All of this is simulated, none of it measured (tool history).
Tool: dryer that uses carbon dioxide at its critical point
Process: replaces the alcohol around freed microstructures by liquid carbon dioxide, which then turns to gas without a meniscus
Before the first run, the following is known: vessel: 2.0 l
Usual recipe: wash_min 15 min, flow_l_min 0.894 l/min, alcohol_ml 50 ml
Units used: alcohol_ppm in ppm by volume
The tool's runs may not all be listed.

run     day  wash_min  flow_l_min  alcohol_ml  alcohol_ppm
  1   0.000        15       0.894          50          222
  2   2.921        15       0.894          50          224
  3   4.354        15       0.894          50          225
  4   5.879        15       0.696          50          524
  5   8.317        15       0.894          41          208
  6  10.738        15       0.894          41          228
  7  12.158        15       0.894          50          246
  8  15.012        15       0.894          50          255
  9  16.554        15       0.894          50          269
 10  18.575        15       0.894          73          272
 11  19.867        15       0.894          50          229
 12  21.862        15       0.894          50          245
 13  23.658        15       0.741          50          399
 14  24.992        15       0.741          50          401
 15  26.925        15       0.894          50          253
 16  29.850        15       0.894          50          245
 17  31.988        13       0.894          50          377
 18  34.038        13       0.894          50          385
 19  36.533        13       0.894          50          385
 20  38.992        15       0.894          50          281
 21  41.992        15       0.894          50          288
 22  44.512        10       1.268          23          261
 23  46.488        16       0.781         104          527
 24  48.700        16       0.781         104          527
 25  50.762        14       1.408          24          212
 26  52.700        14       1.408          24          221
 27  54.712        17       1.393          22          212
 28  56.996        23       1.178          60          221
 29  58.238        23       1.178          60          221
 30  59.604        13       0.902          50          445
 31  61.408        13       0.902          50          453
 32  64.267        23       1.156          50          234
 33  67.129        23       1.156          50          235
 34  68.625        10       0.636          50         2334
 35  71.671        10       0.636          50         2087
 36  73.083        15       0.973          50           84
 37  75.475        19       0.894          50           45
 38  78.192        12       0.901          50          293
 39  80.604        14       0.894          56          168
 40  82.625        17       1.304          50           33
 41  84.058        20       0.845          82           62
 42  86.846        20       0.846          99           82

Removed from this log: 3 entries logged between the listed runs. Between which two listed runs does each belong, and how does the tool's hidden state at the listed run before it compare with that at the listed run after it?
In the gap between runs 9 and 10: inlet filter changed (day 18.179)
  flow that reaches the vessel past the clogged filter, %: 94.3 -> 99.8; alcohol in the recycled carbon dioxide, ppm: 136.9 -> 141.4
  measured minus no-state result, alcohol_ppm: +169 -> +140 ppm by volume
In the gap between runs 34 and 35: purifier's bed changed (day 71.375)
  flow that reaches the vessel past the clogged filter, %: 95.3 -> 95; alcohol in the recycled carbon dioxide, ppm: 245.6 -> 6
  measured minus no-state result, alcohol_ppm: +489 -> +257 ppm by volume
In the gap between runs 37 and 38: inlet filter changed (day 76.183)
  flow that reaches the vessel past the clogged filter, %: 94.7 -> 99.8; alcohol in the recycled carbon dioxide, ppm: 13.9 -> 19.8
  measured minus no-state result, alcohol_ppm: +18 -> +18 ppm by volume
